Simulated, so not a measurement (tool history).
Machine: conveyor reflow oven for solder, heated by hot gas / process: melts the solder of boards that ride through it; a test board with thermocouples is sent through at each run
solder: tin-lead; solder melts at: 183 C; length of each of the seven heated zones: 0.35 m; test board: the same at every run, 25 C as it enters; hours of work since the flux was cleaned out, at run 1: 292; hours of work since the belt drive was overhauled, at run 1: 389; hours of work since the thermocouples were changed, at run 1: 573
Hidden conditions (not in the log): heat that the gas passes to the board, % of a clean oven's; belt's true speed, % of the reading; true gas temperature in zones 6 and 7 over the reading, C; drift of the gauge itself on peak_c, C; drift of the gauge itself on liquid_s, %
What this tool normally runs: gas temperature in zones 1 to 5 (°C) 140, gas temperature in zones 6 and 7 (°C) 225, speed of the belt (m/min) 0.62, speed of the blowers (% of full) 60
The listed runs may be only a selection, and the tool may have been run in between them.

run   hour  gas temperature in zones 1 to 5 (°C)  gas temperature in zones 6 and 7 (°C)  speed of the belt (m/min)  speed of the blowers (% of full)  hours of work since the flux was cleaned out  hours of work since the belt drive was overhauled  hours of work since the thermocouples were changed  highest temperature of the board (°C)  time above the solder's melting point (s)
  1      0                                   140                                    225                       0.62                                60                                           292                                                389                                                 573                                  211.1                                         47
  2   21.3                                   140                                    225                      0.681                                60                                           302                                                398                                                 583                                  208.4                                       39.7
  3   40.3                                   140                                    239                       0.62                                60                                           310                                                407                                                 591                                  223.5                                       55.4
  4   60.4                                   140                                    239                       0.62                                60                                           320                                                416                                                 600                                  223.5                                       54.8
      68.1  -- flux residue cleaned out of gas plates and filters
  5   74.9                                   140                                    239                       0.62                                60                                             3                                                420                                                 605                                  223.4                                       55.4
  6   91.6                                   140                                    239                       0.62                                60                                            11                                                428                                                 612                                  223.9                                       55.5
  7    106                                   140                                    239                       0.62                                60                                            17                                                435                                                 619                                  223.3                                       55.7
  8  119.9                                   140                                    239                       0.62                                60                                            24                                                441                                                 625                                  223.2                                       55.2
  9  133.5                                   140                                    239                       0.62                                60                                            30                                                447                                                 631                                  223.5                                       56.2
 10  146.4                                   140                                    239                       0.62                                60                                            36                                                453                                                 637                                  223.5                                       55.7
 11  161.7                                   140                                    225                       0.62                                60                                            43                                                460                                                 644                                  211.3                                       47.1
 12  178.9                                   140                                    221                       0.62                                60                                            50                                                468                                                 652                                  207.8                                       44.3
 13  193.1                                   140                                    221                       0.62                                60                                            57                                                474                                                 658                                  207.9                                       44.1
 14  205.8                                   140                                    221                       0.62                                60                                            63                                                480                                                 664                                    208                                       44.7
 15  218.4                                   140                                    221                       0.62                                60                                            68                                                486                                                 670                                  208.3                                       44.2
 16  232.8                                   140                                    221                       0.62                                60                                            75                                                492                                                 676                                  207.4                                       44.5
 17  245.8                                   140                                    235                       0.62                                60                                            81                                                498                                                 682                                    220                                       53.1
 18  264.1                                   140                                    235                       0.62                                60                                            89                                                506                                                 690                                  219.9                                       52.9
     282.3  -- thermocouples of zones 6 and 7 changed
 19  282.3                                   144                                    239                       0.57                                60                                            96                                                514                                                   0                                  226.2                                       63.6
 20    291                                   139                                    225                       0.62                                63                                           100                                                518                                                   4                                  211.6                                       46.9
 21  299.8                                   140                                    225                      0.551                                60                                           104                                                522                                                   8                                  213.8                                       57.2
 22    318                                   140                                    217                      0.567                                60                                           113                                                530                                                  16                                  205.9                                       48.6
 23  326.8                                   130                                    217                      0.567                                64                                           116                                                534                                                  20                                  205.6                                       44.5
 24  346.7                                   140                                    225                       0.62                                55                                           126                                                543                                                  29                                  209.8                                       46.1
 25  367.8                                   126                                    220                       0.62                                60                                           135                                                552                                                  39                                  204.3                                       36.5
 26  381.3                                   140                                    240                      0.618                                60                                           141                                                559                                                  45                                  224.3                                       56.3
 27  399.7                                   140                                    240                      0.529                                60                                           150                                                567                                                  53                                  228.9                                       68.6
 28  411.4                                   128                                    213                       0.62                                59                                           155                                                572                                                  59                                  198.4                                       30.9
 29  430.5                                   128                                    213                       0.62                                59                                           164                                                581                                                  67                                  198.3                                       30.9
 30  439.3                                   147                                    238                      0.554                                59                                           168                                                585                                                  71                                  226.3                                       66.5
 31    454                                   138                                    224                      0.573                                76                                           174                                                592                                                  78                                  213.7                                         55

Take each entry between the runs: how does the hidden state at the last listed run before it differ from the hidden state at the first listed run after it?
Between runs 4 and 5: flux residue cleaned out of gas plates and filters (hour 68.1)
  heat that the gas passes to the board, % of a clean oven's: 99 -> 99.9
Between runs 18 and 19: thermocouples of zones 6 and 7 changed (hour 282.3)
  true gas temperature in zones 6 and 7 over the reading, C: 0.22 -> -0.01

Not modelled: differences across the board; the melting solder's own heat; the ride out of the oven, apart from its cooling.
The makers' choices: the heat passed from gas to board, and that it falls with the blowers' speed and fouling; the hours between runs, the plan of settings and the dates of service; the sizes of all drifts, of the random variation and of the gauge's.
